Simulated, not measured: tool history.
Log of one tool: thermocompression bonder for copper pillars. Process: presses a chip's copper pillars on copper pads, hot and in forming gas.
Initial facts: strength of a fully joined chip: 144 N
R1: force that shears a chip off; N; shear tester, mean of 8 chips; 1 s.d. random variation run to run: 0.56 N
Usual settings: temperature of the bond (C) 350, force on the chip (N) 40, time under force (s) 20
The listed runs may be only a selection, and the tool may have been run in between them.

{"run": 1, "hour": 0.0, "temperature of the bond (C)": 350, "force on the chip (N)": 40, "time under force (s)": 20, "R1": 61.3}
{"run": 2, "hour": 6.8, "temperature of the bond (C)": 368, "force on the chip (N)": 40, "time under force (s)": 20, "R1": 71}
{"run": 3, "hour": 20.0, "temperature of the bond (C)": 350, "force on the chip (N)": 40, "time under force (s)": 20, "R1": 60.1}
{"run": 4, "hour": 32.5, "temperature of the bond (C)": 350, "force on the chip (N)": 40, "time under force (s)": 20, "R1": 60.5}
{"run": 5, "hour": 43.8, "temperature of the bond (C)": 350, "force on the chip (N)": 40, "time under force (s)": 20, "R1": 59.4}
{"run": 6, "hour": 51.7, "temperature of the bond (C)": 350, "force on the chip (N)": 40, "time under force (s)": 20, "R1": 60.6}
{"run": 7, "hour": 62.9, "temperature of the bond (C)": 350, "force on the chip (N)": 40, "time under force (s)": 20, "R1": 60.1}
{"run": 8, "hour": 74.8, "temperature of the bond (C)": 350, "force on the chip (N)": 40, "time under force (s)": 22, "R1": 61}
{"run": 9, "hour": 88.7, "temperature of the bond (C)": 350, "force on the chip (N)": 40, "time under force (s)": 22, "R1": 62.1}
{"run": 10, "hour": 96.2, "temperature of the bond (C)": 350, "force on the chip (N)": 50, "time under force (s)": 20, "R1": 72.7}
{"run": 11, "hour": 108.7, "temperature of the bond (C)": 350, "force on the chip (N)": 50, "time under force (s)": 20, "R1": 72.1}
{"run": 12, "hour": 117.7, "temperature of the bond (C)": 350, "force on the chip (N)": 50, "time under force (s)": 20, "R1": 72.3}
{"run": 13, "hour": 128.9, "temperature of the bond (C)": 350, "force on the chip (N)": 40, "time under force (s)": 20, "R1": 58.6}
{"run": 14, "hour": 136.6, "temperature of the bond (C)": 350, "force on the chip (N)": 40, "time under force (s)": 20, "R1": 58.9}
{"run": 15, "hour": 146.0, "temperature of the bond (C)": 350, "force on the chip (N)": 40, "time under force (s)": 42, "R1": 75.8}
{"run": 16, "hour": 157.5, "temperature of the bond (C)": 350, "force on the chip (N)": 40, "time under force (s)": 42, "R1": 75.9}
{"run": 17, "hour": 171.0, "temperature of the bond (C)": 350, "force on the chip (N)": 40, "time under force (s)": 20, "R1": 57.3}
{"run": 18, "hour": 179.3, "temperature of the bond (C)": 350, "force on the chip (N)": 40, "time under force (s)": 20, "R1": 58.3}
{"run": 19, "hour": 185.5, "temperature of the bond (C)": 350, "force on the chip (N)": 40, "time under force (s)": 20, "R1": 57.7}
{"run": 20, "hour": 194.5, "temperature of the bond (C)": 350, "force on the chip (N)": 58, "time under force (s)": 20, "R1": 81.4}
{"hour": 195.7, "done": "forming gas filter changed"}
{"run": 21, "hour": 206.4, "temperature of the bond (C)": 338, "force on the chip (N)": 38, "time under force (s)": 20, "R1": 51.8}
{"run": 22, "hour": 214.9, "temperature of the bond (C)": 361, "force on the chip (N)": 35, "time under force (s)": 41, "R1": 76.6}
{"run": 23, "hour": 227.5, "temperature of the bond (C)": 324, "force on the chip (N)": 39, "time under force (s)": 11, "R1": 35.8}
{"run": 24, "hour": 237.6, "temperature of the bond (C)": 324, "force on the chip (N)": 39, "time under force (s)": 11, "R1": 35.4}
{"run": 25, "hour": 250.8, "temperature of the bond (C)": 353, "force on the chip (N)": 39, "time under force (s)": 15, "R1": 53.9}
{"run": 26, "hour": 263.6, "temperature of the bond (C)": 353, "force on the chip (N)": 39, "time under force (s)": 15, "R1": 54.8}
{"run": 27, "hour": 272.7, "temperature of the bond (C)": 358, "force on the chip (N)": 40, "time under force (s)": 35, "R1": 78.9}
{"run": 28, "hour": 282.5, "temperature of the bond (C)": 358, "force on the chip (N)": 40, "time under force (s)": 35, "R1": 77.3}
{"run": 29, "hour": 295.6, "temperature of the bond (C)": 329, "force on the chip (N)": 30, "time under force (s)": 42, "R1": 48.9}
{"run": 30, "hour": 303.4, "temperature of the bond (C)": 329, "force on the chip (N)": 30, "time under force (s)": 42, "R1": 48.9}
{"run": 31, "hour": 313.9, "temperature of the bond (C)": 350, "force on the chip (N)": 51, "time under force (s)": 20, "R1": 74}
{"run": 32, "hour": 320.7, "temperature of the bond (C)": 350, "force on the chip (N)": 51, "time under force (s)": 20, "R1": 74.1}
{"run": 33, "hour": 329.1, "temperature of the bond (C)": 365, "force on the chip (N)": 24, "time under force (s)": 20, "R1": 40.7}
{"run": 34, "hour": 338.8, "temperature of the bond (C)": 367, "force on the chip (N)": 42, "time under force (s)": 20, "R1": 71.7}
{"run": 35, "hour": 344.9, "temperature of the bond (C)": 364, "force on the chip (N)": 40, "time under force (s)": 16, "R1": 61.2}
{"run": 36, "hour": 356.3, "temperature of the bond (C)": 364, "force on the chip (N)": 40, "time under force (s)": 16, "R1": 61.7}
{"run": 37, "hour": 369.9, "temperature of the bond (C)": 364, "force on the chip (N)": 40, "time under force (s)": 16, "R1": 60.8}
{"run": 38, "hour": 378.6, "temperature of the bond (C)": 364, "force on the chip (N)": 40, "time under force (s)": 16, "R1": 60.6}
{"run": 39, "hour": 384.7, "temperature of the bond (C)": 350, "force on the chip (N)": 50, "time under force (s)": 39, "R1": 88}

Predict each of these 3 candidate next runs independently; none follows another, all start after run 39:
{"hour": 393.9, "done": "heater calibrated with a thermocouple chip"}
{"run": "A", "hour": 396.4, "temperature of the bond (C)": 333, "force on the chip (N)": 45, "time under force (s)": 39, "R1": "?"}
{"hour": 393.9, "done": "heater calibrated with a thermocouple chip"}
{"run": "B", "hour": 396.4, "temperature of the bond (C)": 357, "force on the chip (N)": 40, "time under force (s)": 23, "R1": "?"}
{"hour": 393.9, "done": "heater calibrated with a thermocouple chip"}
{"run": "C", "hour": 396.4, "temperature of the bond (C)": 370, "force on the chip (N)": 36, "time under force (s)": 13, "R1": "?"}

run=A R1=67.6
run=B R1=62.7
run=C R1=50.6
Take away the tool's hidden state, keep each run's random variation, and the runs would have read:
run=A R1=72.6
run=B R1=67.5
run=C R1=54.5
